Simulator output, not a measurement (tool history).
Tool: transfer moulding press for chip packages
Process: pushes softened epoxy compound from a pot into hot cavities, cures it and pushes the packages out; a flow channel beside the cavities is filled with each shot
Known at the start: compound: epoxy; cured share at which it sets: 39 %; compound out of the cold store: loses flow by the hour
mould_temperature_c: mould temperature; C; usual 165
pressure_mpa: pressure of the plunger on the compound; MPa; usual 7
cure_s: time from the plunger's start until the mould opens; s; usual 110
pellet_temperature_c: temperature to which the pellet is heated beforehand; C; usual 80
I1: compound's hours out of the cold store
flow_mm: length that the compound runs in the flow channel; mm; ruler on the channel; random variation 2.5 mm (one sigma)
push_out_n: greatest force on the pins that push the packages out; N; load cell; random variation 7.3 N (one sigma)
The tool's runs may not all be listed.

{"run": 1, "day": 0.0, "mould_temperature_c": 165, "pressure_mpa": 7, "cure_s": 110, "pellet_temperature_c": 80, "I1": 38.7, "flow_mm": 707, "push_out_n": 341}
{"run": 2, "day": 0.579, "mould_temperature_c": 165, "pressure_mpa": 7, "cure_s": 110, "pellet_temperature_c": 80, "I1": 47.3, "flow_mm": 668, "push_out_n": 395}
{"run": 3, "day": 1.683, "mould_temperature_c": 165, "pressure_mpa": 7, "cure_s": 110, "pellet_temperature_c": 79, "I1": 39.7, "flow_mm": 699, "push_out_n": 536}
{"run": 4, "day": 2.683, "mould_temperature_c": 165, "pressure_mpa": 7, "cure_s": 110, "pellet_temperature_c": 78, "I1": 12.9, "flow_mm": 817, "push_out_n": 692}
{"run": 5, "day": 3.417, "mould_temperature_c": 165, "pressure_mpa": 7, "cure_s": 110, "pellet_temperature_c": 78, "I1": 10.5, "flow_mm": 825, "push_out_n": 711}
{"day": 4.267, "done": "cavities cleaned with cleaning compound and waxed"}
{"run": 6, "day": 4.583, "mould_temperature_c": 165, "pressure_mpa": 7, "cure_s": 110, "pellet_temperature_c": 78, "I1": 18.8, "flow_mm": 790, "push_out_n": 394}
{"run": 7, "day": 5.892, "mould_temperature_c": 165, "pressure_mpa": 7, "cure_s": 110, "pellet_temperature_c": 78, "I1": 21, "flow_mm": 769, "push_out_n": 571}
{"run": 8, "day": 6.892, "mould_temperature_c": 165, "pressure_mpa": 6.23, "cure_s": 110, "pellet_temperature_c": 80, "I1": 25.7, "flow_mm": 706, "push_out_n": 646}
{"run": 9, "day": 8.096, "mould_temperature_c": 165, "pressure_mpa": 6.23, "cure_s": 110, "pellet_temperature_c": 80, "I1": 46.2, "flow_mm": 626, "push_out_n": 657}
{"day": 8.646, "done": "cavities cleaned with cleaning compound and waxed"}
{"run": 10, "day": 9.371, "mould_temperature_c": 165, "pressure_mpa": 7, "cure_s": 110, "pellet_temperature_c": 80, "I1": 32.3, "flow_mm": 721, "push_out_n": 459}
{"run": 11, "day": 10.021, "mould_temperature_c": 165, "pressure_mpa": 6.28, "cure_s": 110, "pellet_temperature_c": 80, "I1": 14.4, "flow_mm": 763, "push_out_n": 574}
{"run": 12, "day": 10.996, "mould_temperature_c": 165, "pressure_mpa": 7, "cure_s": 110, "pellet_temperature_c": 80, "I1": 15.8, "flow_mm": 790, "push_out_n": 652}
{"run": 13, "day": 11.671, "mould_temperature_c": 165, "pressure_mpa": 7, "cure_s": 110, "pellet_temperature_c": 80, "I1": 24.4, "flow_mm": 755, "push_out_n": 672}
{"run": 14, "day": 12.617, "mould_temperature_c": 165, "pressure_mpa": 7, "cure_s": 98, "pellet_temperature_c": 80, "I1": 35.8, "flow_mm": 700, "push_out_n": 859}
{"day": 13.0, "done": "cavities cleaned with cleaning compound and waxed"}
{"run": 15, "day": 13.708, "mould_temperature_c": 168, "pressure_mpa": 7, "cure_s": 114, "pellet_temperature_c": 80, "I1": 45.1, "flow_mm": 657, "push_out_n": 366}
{"run": 16, "day": 14.796, "mould_temperature_c": 161, "pressure_mpa": 7.33, "cure_s": 114, "pellet_temperature_c": 80, "I1": 40, "flow_mm": 706, "push_out_n": 681}
{"run": 17, "day": 15.696, "mould_temperature_c": 162, "pressure_mpa": 7.33, "cure_s": 114, "pellet_temperature_c": 70, "I1": 29.6, "flow_mm": 746, "push_out_n": 742}
{"run": 18, "day": 16.692, "mould_temperature_c": 165, "pressure_mpa": 6.08, "cure_s": 141, "pellet_temperature_c": 70, "I1": 10.9, "flow_mm": 756, "push_out_n": 535}
{"day": 17.333, "done": "cavities cleaned with cleaning compound and waxed"}
{"run": 19, "day": 18.088, "mould_temperature_c": 169, "pressure_mpa": 8.26, "cure_s": 110, "pellet_temperature_c": 80, "I1": 36.9, "flow_mm": 742, "push_out_n": 376}
{"run": 20, "day": 18.762, "mould_temperature_c": 163, "pressure_mpa": 6.26, "cure_s": 110, "pellet_temperature_c": 80, "I1": 42.3, "flow_mm": 636, "push_out_n": 626}
{"run": 21, "day": 19.671, "mould_temperature_c": 163, "pressure_mpa": 6.26, "cure_s": 110, "pellet_temperature_c": 80, "I1": 44.3, "flow_mm": 627, "push_out_n": 679}
{"run": 22, "day": 21.017, "mould_temperature_c": 165, "pressure_mpa": 7, "cure_s": 137, "pellet_temperature_c": 80, "I1": 36.8, "flow_mm": 688, "push_out_n": 519}
{"day": 21.75, "done": "cavities cleaned with cleaning compound and waxed"}
{"run": 23, "day": 21.833, "mould_temperature_c": 165, "pressure_mpa": 7, "cure_s": 95, "pellet_temperature_c": 75, "I1": 8.9, "flow_mm": 812, "push_out_n": 564}
{"run": 24, "day": 22.667, "mould_temperature_c": 165, "pressure_mpa": 8.52, "cure_s": 110, "pellet_temperature_c": 90, "I1": 42.2, "flow_mm": 737, "push_out_n": 483}
{"day": 23.479, "done": "plunger's sealing rings changed"}
{"run": 25, "day": 23.996, "mould_temperature_c": 165, "pressure_mpa": 8.52, "cure_s": 110, "pellet_temperature_c": 90, "I1": 34.9, "flow_mm": 801, "push_out_n": 603}
{"run": 26, "day": 24.704, "mould_temperature_c": 172, "pressure_mpa": 7.5, "cure_s": 116, "pellet_temperature_c": 89, "I1": 26.7, "flow_mm": 772, "push_out_n": 478}
{"run": 27, "day": 25.354, "mould_temperature_c": 172, "pressure_mpa": 7.5, "cure_s": 116, "pellet_temperature_c": 89, "I1": 19.3, "flow_mm": 802, "push_out_n": 510}

3 ways to go on from here, each from the tool as it stands after run 27. What would each give?
{"run": "A", "day": 26.088, "mould_temperature_c": 160, "pressure_mpa": 7, "cure_s": 110, "pellet_temperature_c": 80, "I1": 18.7, "flow_mm": "?", "push_out_n": "?"}
{"run": "B", "day": 26.088, "mould_temperature_c": 171, "pressure_mpa": 7.5, "cure_s": 98, "pellet_temperature_c": 89, "I1": 41.6, "flow_mm": "?", "push_out_n": "?"}
{"run": "C", "day": 26.088, "mould_temperature_c": 172, "pressure_mpa": 7.88, "cure_s": 112, "pellet_temperature_c": 89, "I1": 33.2, "flow_mm": "?", "push_out_n": "?"}

run=A flow_mm=800 push_out_n=1125
run=B flow_mm=704 push_out_n=622
run=C flow_mm=755 push_out_n=518
Without the tool's hidden state the same runs would have given:
run=A flow_mm=802 push_out_n=457
run=B flow_mm=706 push_out_n=269
run=C flow_mm=757 push_out_n=234
